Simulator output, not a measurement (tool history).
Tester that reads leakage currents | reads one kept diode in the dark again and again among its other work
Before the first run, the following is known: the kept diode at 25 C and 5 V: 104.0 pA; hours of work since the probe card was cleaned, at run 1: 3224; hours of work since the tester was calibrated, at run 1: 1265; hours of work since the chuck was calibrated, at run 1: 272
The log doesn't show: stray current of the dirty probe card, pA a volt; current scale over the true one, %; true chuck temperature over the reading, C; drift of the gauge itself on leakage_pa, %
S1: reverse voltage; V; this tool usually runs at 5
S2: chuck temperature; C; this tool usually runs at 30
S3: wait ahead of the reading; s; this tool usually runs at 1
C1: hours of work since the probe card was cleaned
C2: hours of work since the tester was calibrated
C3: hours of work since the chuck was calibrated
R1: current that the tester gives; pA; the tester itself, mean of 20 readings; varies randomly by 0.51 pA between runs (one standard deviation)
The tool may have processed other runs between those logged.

{"run": 1, "day": 0.0, "S1": 5, "S2": 30, "S3": 1, "C1": 3224, "C2": 1265, "C3": 272, "R1": 176.68}
{"run": 2, "day": 3.229, "S1": 5, "S2": 30, "S3": 1, "C1": 3261, "C2": 1302, "C3": 309, "R1": 177.15}
{"run": 3, "day": 6.262, "S1": 5, "S2": 30, "S3": 1, "C1": 3296, "C2": 1337, "C3": 344, "R1": 177.81}
{"run": 4, "day": 10.546, "S1": 5, "S2": 30, "S3": 1, "C1": 3345, "C2": 1387, "C3": 394, "R1": 179.49}
{"run": 5, "day": 13.55, "S1": 5, "S2": 30, "S3": 1, "C1": 3380, "C2": 1421, "C3": 428, "R1": 180.51}
{"run": 6, "day": 18.138, "S1": 5, "S2": 30, "S3": 1, "C1": 3432, "C2": 1474, "C3": 481, "R1": 182.81}
{"run": 7, "day": 21.838, "S1": 5, "S2": 30, "S3": 1, "C1": 3475, "C2": 1517, "C3": 524, "R1": 183.8}
{"run": 8, "day": 26.779, "S1": 5, "S2": 30, "S3": 1, "C1": 3532, "C2": 1574, "C3": 581, "R1": 184.88}
{"day": 29.858, "done": "probe card cleaned and baked"}
{"run": 9, "day": 31.767, "S1": 4.31, "S2": 30, "S3": 1, "C1": 22, "C2": 1630, "C3": 637, "R1": 174.18}
{"run": 10, "day": 37.329, "S1": 1.02, "S2": 22, "S3": 1.34, "C1": 86, "C2": 1694, "C3": 701, "R1": 47.83}
{"run": 11, "day": 41.35, "S1": 5.31, "S2": 21, "S3": 2.17, "C1": 132, "C2": 1740, "C3": 747, "R1": 81.3}
{"run": 12, "day": 45.342, "S1": 2.51, "S2": 59, "S3": 1.23, "C1": 178, "C2": 1786, "C3": 793, "R1": 1697.8}
{"run": 13, "day": 47.962, "S1": 5.37, "S2": 28, "S3": 1, "C1": 209, "C2": 1816, "C3": 823, "R1": 161.86}

4 options for the next run, each taken on its own from the tool as it stands now. Forecast them:
{"run": "A", "day": 52.671, "S1": 3.99, "S2": 52, "S3": 0.33, "C1": 263, "C2": 1870, "C3": 877, "R1": "?"}
{"run": "B", "day": 52.671, "S1": 7.3, "S2": 49, "S3": 1, "C1": 263, "C2": 1870, "C3": 877, "R1": "?"}
{"run": "C", "day": 52.671, "S1": 11.61, "S2": 35, "S3": 1, "C1": 263, "C2": 1870, "C3": 877, "R1": "?"}
{"run": "D", "day": 52.671, "S1": 1.99, "S2": 21, "S3": 1.67, "C1": 263, "C2": 1870, "C3": 877, "R1": "?"}

run=A R1=1171.83
run=B R1=1149.32
run=C R1=412.99
run=D R1=57.99
Stripped of hidden state, with their random variation kept, the same runs would have yielded:
run=A R1=1045.27
run=B R1=1022.79
run=C R1=363.2
run=D R1=50.32
